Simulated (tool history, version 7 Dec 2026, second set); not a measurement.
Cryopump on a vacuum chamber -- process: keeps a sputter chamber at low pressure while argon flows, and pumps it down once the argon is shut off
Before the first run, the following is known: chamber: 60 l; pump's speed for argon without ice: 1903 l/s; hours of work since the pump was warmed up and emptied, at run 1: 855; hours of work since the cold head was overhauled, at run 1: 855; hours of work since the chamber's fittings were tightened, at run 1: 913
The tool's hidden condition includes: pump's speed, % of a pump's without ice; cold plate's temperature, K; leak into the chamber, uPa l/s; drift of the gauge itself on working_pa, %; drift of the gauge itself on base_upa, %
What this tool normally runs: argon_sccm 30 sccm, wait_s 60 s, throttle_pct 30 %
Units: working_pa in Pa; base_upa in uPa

| run | hour | argon_sccm | wait_s | throttle_pct | hours of work since the pump was warmed up and emptied | hours of work since the cold head was overhauled | hours of work since the chamber's fittings were tightened | working_pa | base_upa |
|---|---|---|---|---|---|---|---|---|---|
| 1 | 0.0 | 30 | 60 | 30 | 855 | 855 | 913 | 0.1006 | 2.52 |
| 2 | 29.8 | 30 | 23 | 30 | 875 | 875 | 933 | 0.1012 | 4.14 |
| 3 | 84.2 | 30 | 23 | 30 | 913 | 913 | 970 | 0.1027 | 4.41 |
|  | 122.7 | pump warmed up, emptied and cooled again |
| 4 | 129.7 | 30 | 60 | 17 | 5 | 940 | 998 | 0.1573 | 2.09 |
| 5 | 180.0 | 30 | 23 | 30 | 39 | 975 | 1033 | 0.0895 | 3.88 |
| 6 | 221.4 | 30 | 23 | 30 | 68 | 1003 | 1061 | 0.0894 | 4.02 |
| 7 | 253.1 | 30 | 27 | 30 | 89 | 1025 | 1083 | 0.0896 | 3.51 |
| 8 | 304.2 | 30 | 27 | 30 | 124 | 1060 | 1118 | 0.0897 | 3.57 |
| 9 | 340.7 | 30 | 27 | 30 | 149 | 1085 | 1143 | 0.0902 | 3.62 |
| 10 | 395.2 | 30 | 60 | 30 | 187 | 1122 | 1180 | 0.0915 | 2.33 |
| 11 | 450.2 | 30 | 60 | 30 | 224 | 1160 | 1218 | 0.0919 | 2.37 |
| 12 | 497.1 | 30 | 60 | 30 | 256 | 1192 | 1250 | 0.0919 | 2.47 |
| 13 | 541.4 | 37 | 39 | 30 | 287 | 1222 | 1280 | 0.1136 | 3.04 |

Run 14 is up next; what results do you expect?
| 14 | 597.8 | 14 | 250 | 20 | 325 | 1261 | 1319 | ? | ? |

working_pa: 0.0646 Pa
base_upa: 1.68 uPa
If the tool had no hidden condition, the same run with the same run-to-run variation would have returned working_pa 0.0629 Pa, base_upa 0.43 uPa.
